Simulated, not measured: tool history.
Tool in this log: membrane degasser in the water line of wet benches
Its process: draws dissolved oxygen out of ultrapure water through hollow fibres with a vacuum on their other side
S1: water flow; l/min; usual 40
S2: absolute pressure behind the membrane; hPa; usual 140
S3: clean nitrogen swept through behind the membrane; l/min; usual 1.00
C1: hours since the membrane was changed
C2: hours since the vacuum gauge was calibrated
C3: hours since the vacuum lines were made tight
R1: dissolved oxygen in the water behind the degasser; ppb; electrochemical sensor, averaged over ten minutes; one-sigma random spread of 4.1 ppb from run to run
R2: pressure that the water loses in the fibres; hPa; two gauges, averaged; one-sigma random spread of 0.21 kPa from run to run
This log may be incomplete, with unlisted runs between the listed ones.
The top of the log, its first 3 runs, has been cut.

run	hour	S1	S2	S3	C1	C2	C3	R1	R2
4	335.8	40	212	1.00	2933	2655	4854	1371.5	472.3
5	479.0	40	149	1.00	3076	2798	4997	993.6	472.5
6	580.5	40	149	1.00	3177	2899	5099	993.9	469.3
7	669.6	40	140	1.00	3266	2988	5188	941.7	469.5
8	804.0	40	140	1.00	3401	3123	5322	930.3	471.3
9	902.7	54	140	1.00	3499	3221	5421	1261.3	636.0
10	1009.5	53	140	1.00	3606	3328	5528	1238.6	623.1
11	1163.6	53	140	1.00	3760	3482	5682	1240.7	623.9
12	1240.7	53	140	1.00	3837	3559	5759	1238.3	627.5
13	1360.7	40	218	1.00	3957	3679	5879	1429.2	469.1
14	1493.9	40	155	1.00	4091	3813	6012	1039.6	469.8
15	1572.6	40	155	1.00	4169	3891	6091	1041.7	475.0
16	1730.4	40	140	0.57	4327	4049	6249	1319.9	473.4
17	1821.8	45	116	2.26	4419	4141	6340	566.5	533.2
18	1948.2	52	241	2.15	4545	4267	6467	1246.8	613.4
19	2073.7	31	89	1.17	4670	4392	6592	394.3	367.3
20	2185.8	31	89	1.17	4783	4504	6704	392.3	366.6
21	2273.6	32	161	1.66	4870	4592	6792	607.8	380.3
22	2345.9	32	161	1.66	4943	4665	6864	607.5	376.6
23	2422.4	32	161	1.66	5019	4741	6941	610.9	381.1
24	2546.0	55	167	0.63	5143	4865	7064	1901.1	656.6
25	2687.6	32	249	0.41	5284	5006	7206	2298.7	379.8
26	2840.0	60	198	1.16	5437	5159	7358	1715.7	709.6
27	3019.4	54	140	1.00	5616	5338	7538	1269.2	640.3

Run 28, settings as shown, results not yet in. Your forecast:
# hour 3041.8: seals of the vacuum lines changed
28	3149.1	30	249	0.83	5744	5466	107	?	?

{"run 28": {"R1": 1430.2, "R2": 356.5}}
Without the tool's hidden state the same run would have given R1 1413.7 ppb, R2 350.1 hPa.
